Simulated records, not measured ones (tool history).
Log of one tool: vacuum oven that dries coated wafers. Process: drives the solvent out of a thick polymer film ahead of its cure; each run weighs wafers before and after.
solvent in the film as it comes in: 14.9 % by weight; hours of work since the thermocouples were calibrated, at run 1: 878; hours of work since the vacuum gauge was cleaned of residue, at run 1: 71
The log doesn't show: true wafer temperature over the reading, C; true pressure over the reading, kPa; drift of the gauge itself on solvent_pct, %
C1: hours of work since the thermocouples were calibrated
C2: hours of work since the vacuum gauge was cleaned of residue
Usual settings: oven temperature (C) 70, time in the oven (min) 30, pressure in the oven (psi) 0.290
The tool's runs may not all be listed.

{"run": 1, "hour": 0.0, "oven temperature (C)": 70, "time in the oven (min)": 30, "pressure in the oven (psi)": 0.29, "C1": 878, "C2": 71, "solvent left in the film (%)": 4.19}
{"run": 2, "hour": 9.0, "oven temperature (C)": 70, "time in the oven (min)": 30, "pressure in the oven (psi)": 0.29, "C1": 885, "C2": 77, "solvent left in the film (%)": 4.18}
{"run": 3, "hour": 27.6, "oven temperature (C)": 70, "time in the oven (min)": 30, "pressure in the oven (psi)": 0.29, "C1": 898, "C2": 91, "solvent left in the film (%)": 4.23}
{"run": 4, "hour": 39.4, "oven temperature (C)": 70, "time in the oven (min)": 30, "pressure in the oven (psi)": 0.29, "C1": 907, "C2": 99, "solvent left in the film (%)": 4.18}
{"run": 5, "hour": 51.1, "oven temperature (C)": 70, "time in the oven (min)": 30, "pressure in the oven (psi)": 0.29, "C1": 916, "C2": 108, "solvent left in the film (%)": 4.21}
{"run": 6, "hour": 62.5, "oven temperature (C)": 70, "time in the oven (min)": 30, "pressure in the oven (psi)": 0.29, "C1": 924, "C2": 116, "solvent left in the film (%)": 4.22}
{"run": 7, "hour": 70.5, "oven temperature (C)": 70, "time in the oven (min)": 30, "pressure in the oven (psi)": 0.29, "C1": 930, "C2": 122, "solvent left in the film (%)": 4.27}
{"run": 8, "hour": 87.8, "oven temperature (C)": 70, "time in the oven (min)": 30, "pressure in the oven (psi)": 0.29, "C1": 942, "C2": 135, "solvent left in the film (%)": 4.21}
{"run": 9, "hour": 101.4, "oven temperature (C)": 70, "time in the oven (min)": 30, "pressure in the oven (psi)": 0.29, "C1": 952, "C2": 145, "solvent left in the film (%)": 4.2}
{"run": 10, "hour": 110.0, "oven temperature (C)": 60, "time in the oven (min)": 30, "pressure in the oven (psi)": 0.29, "C1": 959, "C2": 151, "solvent left in the film (%)": 8.03}
{"run": 11, "hour": 124.5, "oven temperature (C)": 67, "time in the oven (min)": 30, "pressure in the oven (psi)": 0.29, "C1": 969, "C2": 162, "solvent left in the film (%)": 5.16}
{"run": 12, "hour": 136.1, "oven temperature (C)": 67, "time in the oven (min)": 30, "pressure in the oven (psi)": 0.29, "C1": 978, "C2": 170, "solvent left in the film (%)": 5.3}
{"run": 13, "hour": 153.0, "oven temperature (C)": 67, "time in the oven (min)": 30, "pressure in the oven (psi)": 0.29, "C1": 990, "C2": 182, "solvent left in the film (%)": 5.16}
{"run": 14, "hour": 169.2, "oven temperature (C)": 67, "time in the oven (min)": 30, "pressure in the oven (psi)": 0.29, "C1": 1002, "C2": 194, "solvent left in the film (%)": 5.32}
{"run": 15, "hour": 186.5, "oven temperature (C)": 70, "time in the oven (min)": 30, "pressure in the oven (psi)": 0.598, "C1": 1015, "C2": 207, "solvent left in the film (%)": 7.14}
{"run": 16, "hour": 202.7, "oven temperature (C)": 70, "time in the oven (min)": 53, "pressure in the oven (psi)": 0.986, "C1": 1026, "C2": 219, "solvent left in the film (%)": 10.41}
{"hour": 205.0, "done": "vacuum gauge cleaned of residue and calibrated"}
{"run": 17, "hour": 213.6, "oven temperature (C)": 65, "time in the oven (min)": 27, "pressure in the oven (psi)": 0.96, "C1": 1033, "C2": 6, "solvent left in the film (%)": 12.91}
{"run": 18, "hour": 232.8, "oven temperature (C)": 65, "time in the oven (min)": 27, "pressure in the oven (psi)": 0.96, "C1": 1047, "C2": 20, "solvent left in the film (%)": 13.04}
{"run": 19, "hour": 242.9, "oven temperature (C)": 65, "time in the oven (min)": 27, "pressure in the oven (psi)": 0.96, "C1": 1055, "C2": 28, "solvent left in the film (%)": 12.85}
{"hour": 252.9, "done": "vacuum gauge cleaned of residue and calibrated, once more"}
{"run": 20, "hour": 262.9, "oven temperature (C)": 65, "time in the oven (min)": 27, "pressure in the oven (psi)": 0.96, "C1": 1068, "C2": 7, "solvent left in the film (%)": 13.2}
{"run": 21, "hour": 276.6, "oven temperature (C)": 68, "time in the oven (min)": 40, "pressure in the oven (psi)": 0.506, "C1": 1078, "C2": 17, "solvent left in the film (%)": 6.35}
{"run": 22, "hour": 295.4, "oven temperature (C)": 68, "time in the oven (min)": 40, "pressure in the oven (psi)": 0.506, "C1": 1092, "C2": 31, "solvent left in the film (%)": 6.5}
{"run": 23, "hour": 307.9, "oven temperature (C)": 70, "time in the oven (min)": 43, "pressure in the oven (psi)": 1.112, "C1": 1101, "C2": 40, "solvent left in the film (%)": 11.63}
{"run": 24, "hour": 322.2, "oven temperature (C)": 70, "time in the oven (min)": 43, "pressure in the oven (psi)": 1.112, "C1": 1111, "C2": 51, "solvent left in the film (%)": 11.69}
{"run": 25, "hour": 336.0, "oven temperature (C)": 70, "time in the oven (min)": 30, "pressure in the oven (psi)": 0.682, "C1": 1122, "C2": 61, "solvent left in the film (%)": 7.86}
{"run": 26, "hour": 350.0, "oven temperature (C)": 70, "time in the oven (min)": 30, "pressure in the oven (psi)": 0.682, "C1": 1132, "C2": 71, "solvent left in the film (%)": 7.89}
{"run": 27, "hour": 368.0, "oven temperature (C)": 85, "time in the oven (min)": 30, "pressure in the oven (psi)": 0.29, "C1": 1145, "C2": 84, "solvent left in the film (%)": 1.74}
{"run": 28, "hour": 385.9, "oven temperature (C)": 61, "time in the oven (min)": 30, "pressure in the oven (psi)": 0.361, "C1": 1158, "C2": 97, "solvent left in the film (%)": 8.33}
{"run": 29, "hour": 400.9, "oven temperature (C)": 70, "time in the oven (min)": 22, "pressure in the oven (psi)": 0.29, "C1": 1169, "C2": 108, "solvent left in the film (%)": 5.13}
{"run": 30, "hour": 414.4, "oven temperature (C)": 70, "time in the oven (min)": 22, "pressure in the oven (psi)": 0.29, "C1": 1179, "C2": 118, "solvent left in the film (%)": 5.21}

Forecast each of these 3 alternatives for the next run:
{"run": "A", "hour": 427.2, "oven temperature (C)": 78, "time in the oven (min)": 39, "pressure in the oven (psi)": 0.484, "C1": 1188, "C2": 127, "solvent left in the film (%)": "?"}
{"run": "B", "hour": 427.2, "oven temperature (C)": 70, "time in the oven (min)": 22, "pressure in the oven (psi)": 1.065, "C1": 1188, "C2": 127, "solvent left in the film (%)": "?"}
{"run": "C", "hour": 427.2, "oven temperature (C)": 63, "time in the oven (min)": 22, "pressure in the oven (psi)": 1.083, "C1": 1188, "C2": 127, "solvent left in the film (%)": "?"}

run=A solvent_left_in_the_film_(%)=3.78
run=B solvent_left_in_the_film_(%)=11.79
run=C solvent_left_in_the_film_(%)=14.97
Without the tool's hidden state the same runs would have given:
run=A solvent_left_in_the_film_(%)=3.90
run=B solvent_left_in_the_film_(%)=12.22
run=C solvent_left_in_the_film_(%)=14.97

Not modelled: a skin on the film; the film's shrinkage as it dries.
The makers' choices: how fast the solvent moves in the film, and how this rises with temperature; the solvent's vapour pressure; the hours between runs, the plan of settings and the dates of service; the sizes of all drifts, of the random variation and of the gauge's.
